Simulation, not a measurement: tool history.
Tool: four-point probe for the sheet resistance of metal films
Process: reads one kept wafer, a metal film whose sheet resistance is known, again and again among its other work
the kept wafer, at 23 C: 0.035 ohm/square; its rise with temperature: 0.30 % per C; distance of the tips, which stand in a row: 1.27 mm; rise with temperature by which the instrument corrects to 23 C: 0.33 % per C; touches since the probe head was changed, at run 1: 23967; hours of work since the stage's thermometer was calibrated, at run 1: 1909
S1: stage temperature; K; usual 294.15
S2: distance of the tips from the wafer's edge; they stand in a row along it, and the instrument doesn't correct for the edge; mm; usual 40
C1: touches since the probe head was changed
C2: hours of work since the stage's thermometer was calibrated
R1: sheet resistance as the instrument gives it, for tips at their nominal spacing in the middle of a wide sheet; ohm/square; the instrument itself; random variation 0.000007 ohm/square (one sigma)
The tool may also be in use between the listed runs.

run,hour,S1,S2,C1,C2,R1
1,0,294.15,40,23967,1909,0.035036
2,16.5,294.15,40,24614,1920,0.035037
3,30.3,294.15,40,25154,1930,0.03504
4,43.5,294.15,40,25669,1939,0.035045
5,64.5,295.15,40,26489,1954,0.035031
6,73.7,294.15,40,26851,1960,0.03504
7,83.7,294.15,3,27243,1967,0.03808
8,100,294.15,40,27879,1978,0.035027
9,111.5,294.15,40,28327,1986,0.035038
10,132.2,294.15,40,29139,2001,0.035047
11,152.1,294.15,68,29919,2015,0.035023
12,171,294.15,68,30655,2028,0.03503
13,186.7,294.15,4,31269,2038,0.036815
14,198,294.15,10,31714,2046,0.035326
15,210.1,294.15,40,32185,2055,0.035038
16,226.2,294.15,40,32816,2066,0.035043
17,245.1,294.15,40,33553,2079,0.035034
18,253.5,294.15,40,33885,2085,0.035048
19,270.6,294.15,40,34551,2097,0.035031
20,290.9,293.15,40,35347,2111,0.035058
21,307.1,294.15,40,35980,2122,0.035037
22,323,294.15,40,36604,2133,0.035043
23,336,294.15,24,37112,2142,0.03508
24,353.7,294.15,24,37803,2154,0.035074
25,371.7,294.15,41,38506,2167,0.035035
26,385.1,291.15,71,39030,2176,0.035057
27,403.5,303.15,47,39752,2189,0.034931
28,415.7,303.15,47,40229,2197,0.034935
29,428.1,303.15,47,40715,2206,0.034924
30,447.3,294.15,7,41465,2219,0.035636
31,461.9,303.15,19,42034,2229,0.035005
32,477.4,303.15,19,42644,2240,0.035001
33,493.6,303.15,19,43277,2252,0.035008
34,511.5,303.15,19,43977,2264,0.035007
35,521.2,303.15,19,44354,2271,0.035004
36,537.4,303.15,66,44991,2282,0.03492
37,556.1,300.15,28,45723,2295,0.034992
38,569.4,300.15,16,46243,2304,0.035072
39,589.3,294.15,12,47018,2318,0.035235
40,603.3,294.15,12,47569,2328,0.035237
41,620.9,294.15,12,48255,2340,0.035231
42,636.3,297.15,72,48859,2351,0.034996
43,645.4,291.15,67,49213,2357,0.035066
44,658.1,305.15,9,49710,2366,0.035265

4 ways to go on from here, each from the tool as it stands after run 44. What would each give?
A,673.5,292.15,29,50315,2376,?
B,673.5,304.15,64,50315,2376,?
C,673.5,308.15,9,50315,2376,?
D,673.5,296.15,40,50315,2376,?

run,R1
A,0.035076
B,0.034923
C,0.035234
D,0.03502
Without the tool's hidden state the same runs would have given:
run,R1
A,0.035077
B,0.034924
C,0.035234
D,0.035021

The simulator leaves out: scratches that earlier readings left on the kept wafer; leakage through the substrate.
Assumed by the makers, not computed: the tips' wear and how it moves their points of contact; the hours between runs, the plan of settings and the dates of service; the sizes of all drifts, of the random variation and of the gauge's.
